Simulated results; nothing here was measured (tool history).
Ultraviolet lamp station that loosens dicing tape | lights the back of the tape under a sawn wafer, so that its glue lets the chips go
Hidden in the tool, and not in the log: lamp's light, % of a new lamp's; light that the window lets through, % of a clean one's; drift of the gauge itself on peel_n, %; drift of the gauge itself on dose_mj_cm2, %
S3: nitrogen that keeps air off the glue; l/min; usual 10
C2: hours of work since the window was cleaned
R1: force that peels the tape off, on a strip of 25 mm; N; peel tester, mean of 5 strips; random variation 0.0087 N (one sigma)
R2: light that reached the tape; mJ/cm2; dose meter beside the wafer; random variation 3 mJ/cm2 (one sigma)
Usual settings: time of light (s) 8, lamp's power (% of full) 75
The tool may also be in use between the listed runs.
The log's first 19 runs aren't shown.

{"run": 20, "hour": 746.6, "time of light (s)": 8, "lamp's power (% of full)": 75, "S3": 10, "hours of work of the lamp": 833, "C2": 264, "R1": 0.862, "R2": 321}
{"run": 21, "hour": 786.7, "time of light (s)": 8, "lamp's power (% of full)": 75, "S3": 10, "hours of work of the lamp": 852, "C2": 283, "R1": 0.902, "R2": 317}
{"run": 22, "hour": 814.6, "time of light (s)": 8, "lamp's power (% of full)": 75, "S3": 10, "hours of work of the lamp": 865, "C2": 296, "R1": 0.918, "R2": 314}
{"run": 23, "hour": 847.8, "time of light (s)": 8, "lamp's power (% of full)": 66, "S3": 6, "hours of work of the lamp": 880, "C2": 311, "R1": 1.603, "R2": 271}
{"run": 24, "hour": 886.0, "time of light (s)": 8, "lamp's power (% of full)": 66, "S3": 6, "hours of work of the lamp": 898, "C2": 329, "R1": 1.639, "R2": 267}
{"run": 25, "hour": 938.3, "time of light (s)": 7, "lamp's power (% of full)": 77, "S3": 4, "hours of work of the lamp": 922, "C2": 353, "R1": 1.915, "R2": 268}
{"run": 26, "hour": 968.0, "time of light (s)": 8, "lamp's power (% of full)": 75, "S3": 14, "hours of work of the lamp": 936, "C2": 367, "R1": 0.873, "R2": 299}
{"run": 27, "hour": 1017.3, "time of light (s)": 8, "lamp's power (% of full)": 65, "S3": 19, "hours of work of the lamp": 958, "C2": 389, "R1": 1.077, "R2": 253}
{"run": 28, "hour": 1049.2, "time of light (s)": 9, "lamp's power (% of full)": 96, "S3": 10, "hours of work of the lamp": 973, "C2": 404, "R1": 0.455, "R2": 423}
{"hour": 1081.4, "done": "window cleaned of glue's vapour"}
{"run": 29, "hour": 1102.5, "time of light (s)": 9, "lamp's power (% of full)": 76, "S3": 10, "hours of work of the lamp": 998, "C2": 10, "R1": 0.645, "R2": 372}
{"run": 30, "hour": 1150.5, "time of light (s)": 6, "lamp's power (% of full)": 76, "S3": 12, "hours of work of the lamp": 1020, "C2": 32, "R1": 1.49, "R2": 239}
{"run": 31, "hour": 1190.9, "time of light (s)": 5, "lamp's power (% of full)": 87, "S3": 3, "hours of work of the lamp": 1039, "C2": 51, "R1": 2.86, "R2": 228}
{"run": 32, "hour": 1213.2, "time of light (s)": 5, "lamp's power (% of full)": 87, "S3": 3, "hours of work of the lamp": 1049, "C2": 61, "R1": 2.801, "R2": 224}
{"run": 33, "hour": 1267.8, "time of light (s)": 7, "lamp's power (% of full)": 91, "S3": 10, "hours of work of the lamp": 1074, "C2": 86, "R1": 0.849, "R2": 321}
{"run": 34, "hour": 1310.6, "time of light (s)": 10, "lamp's power (% of full)": 61, "S3": 8, "hours of work of the lamp": 1094, "C2": 106, "R1": 1.147, "R2": 307}
{"run": 35, "hour": 1351.7, "time of light (s)": 5, "lamp's power (% of full)": 87, "S3": 11, "hours of work of the lamp": 1113, "C2": 125, "R1": 1.872, "R2": 214}
{"run": 36, "hour": 1376.1, "time of light (s)": 5, "lamp's power (% of full)": 87, "S3": 11, "hours of work of the lamp": 1124, "C2": 136, "R1": 1.939, "R2": 213}
{"hour": 1411.8, "done": "lamp changed"}
{"run": 37, "hour": 1421.6, "time of light (s)": 14, "lamp's power (% of full)": 86, "S3": 20, "hours of work of the lamp": 5, "C2": 157, "R1": 0.087, "R2": 869}
{"run": 38, "hour": 1469.3, "time of light (s)": 14, "lamp's power (% of full)": 86, "S3": 20, "hours of work of the lamp": 27, "C2": 179, "R1": 0.076, "R2": 869}
{"run": 39, "hour": 1516.1, "time of light (s)": 5, "lamp's power (% of full)": 67, "S3": 10, "hours of work of the lamp": 48, "C2": 201, "R1": 1.602, "R2": 237}
{"run": 40, "hour": 1549.4, "time of light (s)": 8, "lamp's power (% of full)": 81, "S3": 9, "hours of work of the lamp": 64, "C2": 216, "R1": 0.368, "R2": 458}

Run 41 comes next. What will it give?
{"run": 41, "hour": 1602.8, "time of light (s)": 10, "lamp's power (% of full)": 75, "S3": 6, "hours of work of the lamp": 88, "C2": 241, "R1": "?", "R2": "?"}

R1: 0.345 N
R2: 517 mJ/cm2
Without the tool's hidden state the same run would have given R1 0.266 N, R2 567 mJ/cm2.
